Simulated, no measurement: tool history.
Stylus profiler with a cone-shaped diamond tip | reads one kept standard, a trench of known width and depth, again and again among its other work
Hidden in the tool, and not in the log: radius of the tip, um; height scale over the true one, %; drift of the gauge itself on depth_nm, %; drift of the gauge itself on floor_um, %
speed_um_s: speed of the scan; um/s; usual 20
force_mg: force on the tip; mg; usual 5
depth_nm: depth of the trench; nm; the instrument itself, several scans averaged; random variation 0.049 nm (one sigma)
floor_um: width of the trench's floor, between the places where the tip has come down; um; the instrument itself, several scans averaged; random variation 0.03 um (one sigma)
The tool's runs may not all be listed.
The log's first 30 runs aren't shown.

run    hour  speed_um_s  force_mg  scans with this tip  hours of work since the height scale was calibrated  depth_nm  floor_um
 31    2729          72      9.54                33559                                                  707    207.61     47.04
 32  2787.8          44     14.88                33847                                                  732    210.23      47.1
 33  2885.5          44     14.88                34323                                                  774    210.18     47.11
 34  2980.9          26      4.04                34789                                                  815    204.33     47.14
 35  3084.9          26      4.04                35297                                                  860    204.35     47.09
 36  3157.7          20     14.68                35652                                                  891    210.18     47.14
 37  3228.6          20     14.68                35998                                                  921     210.1     47.12
 38  3346.5          20     14.68                36574                                                  972    210.22     47.13

The next listed run, before its measurement:
 39  3400.5          20     14.68                36838                                                  995         ?         ?

{"run 39": {"depth_nm": 210.26, "floor_um": 47.16}}
Without the tool's hidden state the same run would have given depth_nm 210.26 nm, floor_um 47.17 um.
